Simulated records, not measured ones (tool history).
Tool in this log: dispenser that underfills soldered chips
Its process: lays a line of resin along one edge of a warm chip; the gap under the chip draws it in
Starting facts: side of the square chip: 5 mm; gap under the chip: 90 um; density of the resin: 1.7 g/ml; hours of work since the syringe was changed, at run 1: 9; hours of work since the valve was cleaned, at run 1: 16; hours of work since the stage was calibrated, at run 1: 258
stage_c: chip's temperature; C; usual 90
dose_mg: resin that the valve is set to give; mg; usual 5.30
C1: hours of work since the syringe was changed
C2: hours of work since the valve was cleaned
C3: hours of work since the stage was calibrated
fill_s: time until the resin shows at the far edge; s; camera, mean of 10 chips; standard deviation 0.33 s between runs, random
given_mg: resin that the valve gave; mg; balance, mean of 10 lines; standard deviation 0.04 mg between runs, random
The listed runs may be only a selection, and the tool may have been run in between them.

{"run": 1, "hour": 0.0, "stage_c": 90, "dose_mg": 5.3, "C1": 9, "C2": 16, "C3": 258, "fill_s": 21.1, "given_mg": 5.24}
{"hour": 2.0, "done": "new syringe of resin"}
{"run": 2, "hour": 12.0, "stage_c": 90, "dose_mg": 5.14, "C1": 7, "C2": 25, "C3": 266, "fill_s": 19.9, "given_mg": 5.08}
{"hour": 16.2, "done": "new syringe of resin"}
{"run": 3, "hour": 25.3, "stage_c": 90, "dose_mg": 5.22, "C1": 7, "C2": 34, "C3": 276, "fill_s": 19.5, "given_mg": 5.03}
{"hour": 30.6, "done": "new syringe of resin"}
{"run": 4, "hour": 31.5, "stage_c": 90, "dose_mg": 5.29, "C1": 1, "C2": 39, "C3": 280, "fill_s": 13.7, "given_mg": 5.08}
{"run": 5, "hour": 42.5, "stage_c": 90, "dose_mg": 5.29, "C1": 9, "C2": 47, "C3": 288, "fill_s": 21.5, "given_mg": 5.17}
{"hour": 44.8, "done": "new syringe of resin"}
{"run": 6, "hour": 55.5, "stage_c": 90, "dose_mg": 5.28, "C1": 8, "C2": 56, "C3": 297, "fill_s": 20.2, "given_mg": 5.08}
{"hour": 59.2, "done": "new syringe of resin"}
{"run": 7, "hour": 68.6, "stage_c": 90, "dose_mg": 5.28, "C1": 7, "C2": 65, "C3": 307, "fill_s": 20.0, "given_mg": 5.06}
{"hour": 73.2, "done": "new syringe of resin"}
{"run": 8, "hour": 80.9, "stage_c": 90, "dose_mg": 4.64, "C1": 6, "C2": 74, "C3": 316, "fill_s": 18.9, "given_mg": 4.41}
{"hour": 87.6, "done": "new syringe of resin"}
{"run": 9, "hour": 88.5, "stage_c": 90, "dose_mg": 4.64, "C1": 1, "C2": 79, "C3": 321, "fill_s": 15.8, "given_mg": 4.33}
{"run": 10, "hour": 96.5, "stage_c": 90, "dose_mg": 4.64, "C1": 7, "C2": 85, "C3": 327, "fill_s": 20.0, "given_mg": 4.38}
{"hour": 101.6, "done": "new syringe of resin"}
{"run": 11, "hour": 103.1, "stage_c": 90, "dose_mg": 4.64, "C1": 1, "C2": 90, "C3": 331, "fill_s": 15.5, "given_mg": 4.36}
{"hour": 115.9, "done": "new syringe of resin"}
{"run": 12, "hour": 115.9, "stage_c": 90, "dose_mg": 4.64, "C1": 0, "C2": 99, "C3": 340, "fill_s": 14.2, "given_mg": 4.38}
{"hour": 119.4, "done": "dispensing valve cleaned and set on the balance"}
{"run": 13, "hour": 129.8, "stage_c": 90, "dose_mg": 4.64, "C1": 9, "C2": 8, "C3": 350, "fill_s": 22.1, "given_mg": 4.64}
{"hour": 131.8, "done": "new syringe of resin"}
{"run": 14, "hour": 136.7, "stage_c": 90, "dose_mg": 4.64, "C1": 4, "C2": 12, "C3": 355, "fill_s": 17.2, "given_mg": 4.55}
{"run": 15, "hour": 143.7, "stage_c": 90, "dose_mg": 6.8, "C1": 9, "C2": 17, "C3": 360, "fill_s": 20.5, "given_mg": 6.72}
{"hour": 145.6, "done": "new syringe of resin"}
{"hour": 152.9, "done": "stage's temperature calibrated"}
{"run": 16, "hour": 153.2, "stage_c": 90, "dose_mg": 6.8, "C1": 5, "C2": 23, "C3": 0, "fill_s": 15.8, "given_mg": 6.73}
{"run": 17, "hour": 159.8, "stage_c": 90, "dose_mg": 6.8, "C1": 10, "C2": 28, "C3": 5, "fill_s": 21.5, "given_mg": 6.68}
{"hour": 161.3, "done": "new syringe of resin"}
{"run": 18, "hour": 170.7, "stage_c": 90, "dose_mg": 6.8, "C1": 7, "C2": 36, "C3": 13, "fill_s": 17.8, "given_mg": 6.69}
{"hour": 176.2, "done": "new syringe of resin"}
{"run": 19, "hour": 178.5, "stage_c": 78, "dose_mg": 5.77, "C1": 2, "C2": 41, "C3": 18, "fill_s": 22.2, "given_mg": 5.6}
{"run": 20, "hour": 189.0, "stage_c": 80, "dose_mg": 5.3, "C1": 9, "C2": 49, "C3": 26, "fill_s": 31.9, "given_mg": 5.08}
{"hour": 190.0, "done": "new syringe of resin"}
{"run": 21, "hour": 195.7, "stage_c": 101, "dose_mg": 6.13, "C1": 4, "C2": 54, "C3": 31, "fill_s": 10.8, "given_mg": 5.89}

The next listed run, before its measurement:
{"hour": 204.4, "done": "new syringe of resin"}
{"run": 22, "hour": 204.4, "stage_c": 101, "dose_mg": 6.13, "C1": 0, "C2": 60, "C3": 37, "fill_s": "?", "given_mg": "?"}

For run 22 the tool returned fill_s 8.4 s, given_mg 5.96 mg.
On a tool with no hidden condition, and with the same random variation, this run would have come out at fill_s 8.3 s, given_mg 6.20 mg.

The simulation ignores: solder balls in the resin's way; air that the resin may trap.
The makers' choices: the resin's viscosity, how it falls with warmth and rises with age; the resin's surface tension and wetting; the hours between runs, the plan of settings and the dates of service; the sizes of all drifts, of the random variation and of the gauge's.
